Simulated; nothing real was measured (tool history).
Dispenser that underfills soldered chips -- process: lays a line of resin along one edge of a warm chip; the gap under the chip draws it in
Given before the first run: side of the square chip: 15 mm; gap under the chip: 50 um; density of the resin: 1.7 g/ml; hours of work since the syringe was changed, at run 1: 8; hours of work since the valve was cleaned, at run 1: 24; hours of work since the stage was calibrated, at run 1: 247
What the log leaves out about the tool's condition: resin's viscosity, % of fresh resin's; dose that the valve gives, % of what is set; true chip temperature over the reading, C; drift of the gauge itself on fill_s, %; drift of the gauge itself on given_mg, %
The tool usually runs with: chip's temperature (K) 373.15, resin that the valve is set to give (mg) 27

run,hour,chip's temperature (K),resin that the valve is set to give (mg),hours of work since the syringe was changed,hours of work since the valve was cleaned,hours of work since the stage was calibrated,time until the resin shows at the far edge (s),resin that the valve gave (mg)
1,0,373.15,27,8,24,247,163.6,26.69
# hour 1.2: new syringe of resin
2,10.3,373.15,28.1,6,31,253,148,27.65
# hour 14.5: new syringe of resin
3,17.3,373.15,27,2,35,258,119.5,26.63
4,26.6,373.15,27,8,42,264,164.7,26.55
# hour 27.8: new syringe of resin
5,36.7,373.15,27,6,48,271,140.8,26.38
# hour 41.5: new syringe of resin
6,47.3,373.15,27,4,56,278,129.4,26.29
# hour 54.5: new syringe of resin
7,56.6,367.15,23.7,1,62,285,145.4,23.03
8,63.5,373.15,34.3,6,67,289,141,33.39
# hour 68.2: new syringe of resin
9,69.4,373.15,34.3,1,70,293,107.8,33.29
10,78.3,388.15,24.5,7,77,299,102.3,23.75
# hour 81.6: new syringe of resin
11,87,365.15,29.6,4,82,305,157.1,28.65

Each row is a separate what-if for the run after 11, all from the same tool condition, not one after another. Results?
A,92.1,386.15,30,7,86,309,?,?
B,92.1,374.15,32.9,7,86,309,?,?
C,92.1,371.15,27,7,86,309,?,?
D,92.1,384.15,31.7,7,86,309,?,?

run,time until the resin shows at the far edge (s),resin that the valve gave (mg)
A,102.3,28.96
B,144.9,31.73
C,159.1,26.07
D,105.8,30.54
Stripped of hidden state, with their random variation kept, the same runs would have yielded:
run,time until the resin shows at the far edge (s),resin that the valve gave (mg)
A,73.4,30.02
B,104.7,32.88
C,114.2,27.02
D,76,31.65
